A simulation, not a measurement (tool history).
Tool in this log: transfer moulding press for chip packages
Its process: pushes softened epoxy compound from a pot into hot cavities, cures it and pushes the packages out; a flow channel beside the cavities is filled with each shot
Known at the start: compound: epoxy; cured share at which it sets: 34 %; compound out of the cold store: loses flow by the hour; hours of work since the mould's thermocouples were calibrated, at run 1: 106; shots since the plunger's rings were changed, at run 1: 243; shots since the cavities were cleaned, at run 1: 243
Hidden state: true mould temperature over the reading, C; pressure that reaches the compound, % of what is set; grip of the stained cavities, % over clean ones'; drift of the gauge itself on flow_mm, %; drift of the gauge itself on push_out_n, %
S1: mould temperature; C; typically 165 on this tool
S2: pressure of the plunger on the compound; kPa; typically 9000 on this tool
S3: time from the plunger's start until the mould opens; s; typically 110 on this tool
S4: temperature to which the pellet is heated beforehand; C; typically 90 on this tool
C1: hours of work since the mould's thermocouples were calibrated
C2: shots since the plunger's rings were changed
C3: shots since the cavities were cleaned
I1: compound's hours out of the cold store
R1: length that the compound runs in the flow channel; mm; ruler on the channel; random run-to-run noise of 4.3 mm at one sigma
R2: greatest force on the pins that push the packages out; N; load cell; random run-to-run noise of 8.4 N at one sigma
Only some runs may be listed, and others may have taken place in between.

run   hour   S1     S2   S3  S4   C1    C2   C3    I1   R1   R2
  1      0  165   9000  110  90  106   243  243  33.3  814  499
  2   24.7  165   9000  110  90  121   481  481  14.6  861  545
      45.7  -- cavities cleaned with cleaning compound and waxed
  3   63.8  165   9000  110  90  143   842  174  36.5  796  428
  4  101.4  165   9000  110  90  165  1204  536   8.3  869  551
     115.3  -- cavities cleaned with cleaning compound and waxed
  5  128.2  165   9000  110  90  180  1447  124    27  816  423
  6  158.8  165   9000  110  90  198  1741  418    38  777  488
  7  181.6  165   9000  101  90  211  1960  637  27.8  803  590
     185.3  -- cavities cleaned with cleaning compound and waxed
  8  199.8  165   9000  110  90  221  2120  138  40.7  774  420
  9  231.6  165   9000  110  90  240  2426  444  22.2  824  512
     256.6  -- cavities cleaned with cleaning compound and waxed
 10  268.4  165   9000  110  92  261  2765  113   8.6  854  423
 11  292.9  165   9000  110  90  275  3001  349  16.4  831  490
 12  312.1  165   9000  110  90  286  3185  533  16.4  838  524
     327.8  -- cavities cleaned with cleaning compound and waxed
 13  337.5  165   9000  110  90  301  3415   93   9.2  849  427
 14  354.4  159   6960  145  99  310  3577  255  45.6  676  458
 15  382.1  159   7640  145  99  327  3843  521  13.9  803  517
     398.5  -- cavities cleaned with cleaning compound and waxed
 16  400.3  159   7640  145  99  337  4004   17  22.8  774  371
 17  439.3  159   7360  145  98  360  4379  392  30.1  734  488
 18  464.4  159   7360  140  86  374  4620  633  25.9  745  546
     468.3  -- cavities cleaned with cleaning compound and waxed
 19  487.9  173   7360  103  86  387  4832  188  23.6  704  408
 20    511  173   7360  103  86  401  5053  409  40.6  657  480
     540.6  -- cavities cleaned with cleaning compound and waxed
 21  551.6  169   7710  121  94  424  5430  106  42.4  682  394
 22  579.6  169   7710  121  94  440  5699  375  23.2  724  471
 23  595.9  169   7710  121  94  450  5855  531  19.7  730  487
     612.4  -- cavities cleaned with cleaning compound and waxed
 24  613.6  169   7710  121  94  460  6011   11  12.6  757  356
 25  650.7  168  10120  121  94  481  6368  368  12.1  871  448

Predict each of these 5 candidate next runs independently; none follows another, all start after run 25:
     656.2  -- plunger's sealing rings changed
  A  680.7  165   9420  144  94  498  236  632  38.6   ?   ?
     656.2  -- plunger's sealing rings changed
  B  680.7  166   7310  121  94  498  236  632  10.1   ?   ?
     656.2  -- plunger's sealing rings changed
  C  680.7  163  10180  110  86  498  236  632  16.6   ?   ?
     656.2  -- plunger's sealing rings changed
  D  680.7  165   9510  110  90  498  236  632  18.5   ?   ?
     656.2  -- plunger's sealing rings changed
  E  680.7  168   9710  129  84  498  236  632  46.5   ?   ?

run   R1   R2
  A  803  495
  B  781  507
  C  913  576
  D  868  546
  E  782  490
With no hidden state in the tool, these same runs would have given:
run   R1   R2
  A  810  337
  B  788  348
  C  921  402
  D  875  379
  E  788  335
